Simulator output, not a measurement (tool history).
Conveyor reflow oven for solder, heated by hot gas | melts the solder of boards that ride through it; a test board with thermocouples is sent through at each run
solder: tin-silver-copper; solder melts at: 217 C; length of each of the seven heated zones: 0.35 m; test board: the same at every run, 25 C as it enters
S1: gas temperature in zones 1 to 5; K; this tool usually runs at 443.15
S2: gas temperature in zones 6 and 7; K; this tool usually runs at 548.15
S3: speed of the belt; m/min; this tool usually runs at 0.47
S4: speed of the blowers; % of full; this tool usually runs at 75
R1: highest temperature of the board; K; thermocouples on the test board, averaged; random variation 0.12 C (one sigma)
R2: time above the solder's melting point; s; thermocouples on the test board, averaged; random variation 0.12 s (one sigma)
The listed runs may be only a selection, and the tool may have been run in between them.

Run 1, hour 0: usual settings. Result: R1 530.05 K, R2 69.2 s.
Run 2, hour 59.5: usual settings. Result: R1 530.05 K, R2 68.9 s.
Run 3, hour 101.5: usual settings. Result: R1 530.25 K, R2 68.9 s.
Run 4, hour 145.2: usual settings but S4 78 % of full. Result: R1 530.55 K, R2 69.4 s.
Run 5, hour 175.7: usual settings but S4 78 % of full. Result: R1 530.65 K, R2 69.5 s.
Run 6, hour 222: usual settings. Result: R1 530.05 K, R2 68.6 s.
At hour 229.5: flux residue cleaned out of gas plates and filters.
Run 7, hour 279.1: usual settings. Result: R1 532.15 K, R2 70.8 s.
Run 8, hour 311.6: usual settings but S1 453.15 K. Result: R1 533.75 K, R2 75.9 s.
Run 9, hour 357.1: usual settings but S1 453.15 K. Result: R1 533.75 K, R2 76.1 s.
Run 10, hour 388.5: usual settings but S1 448.15 K, S2 554.15 K. Result: R1 537.95 K, R2 76.7 s.
Run 11, hour 430.8: usual settings but S1 432.15 K, S3 0.488 m/min. Result: R1 528.25 K, R2 61.1 s.
Run 12, hour 489.1: usual settings but S1 432.15 K, S3 0.488 m/min. Result: R1 528.05 K, R2 61.1 s.
Run 13, hour 540.3: usual settings but S1 452.15 K, S2 540.15 K, S3 0.383 m/min, S4 61 % of full. Result: R1 529.55 K, R2 90.2 s.
Run 14, hour 594.1: usual settings but S1 455.15 K, S2 537.15 K, S3 0.497 m/min, S4 53 % of full. Result: R1 516.55 K, R2 56.1 s.
Run 15, hour 635.6: usual settings but S1 437.15 K, S2 560.15 K, S3 0.419 m/min, S4 82 % of full. Result: R1 546.95 K, R2 88.1 s.

Run 16 is up next; what results do you expect?
Run 16, hour 683.2: usual settings but S1 449.15 K, S2 560.15 K, S3 0.419 m/min, S4 82 % of full. Result: R1 ?, R2 ?.

R1: 548.75 K
R2: 93.7 s
With the hidden condition absent and the run-to-run variation left alone, this run would have shown R1 548.05 K, R2 92.5 s.
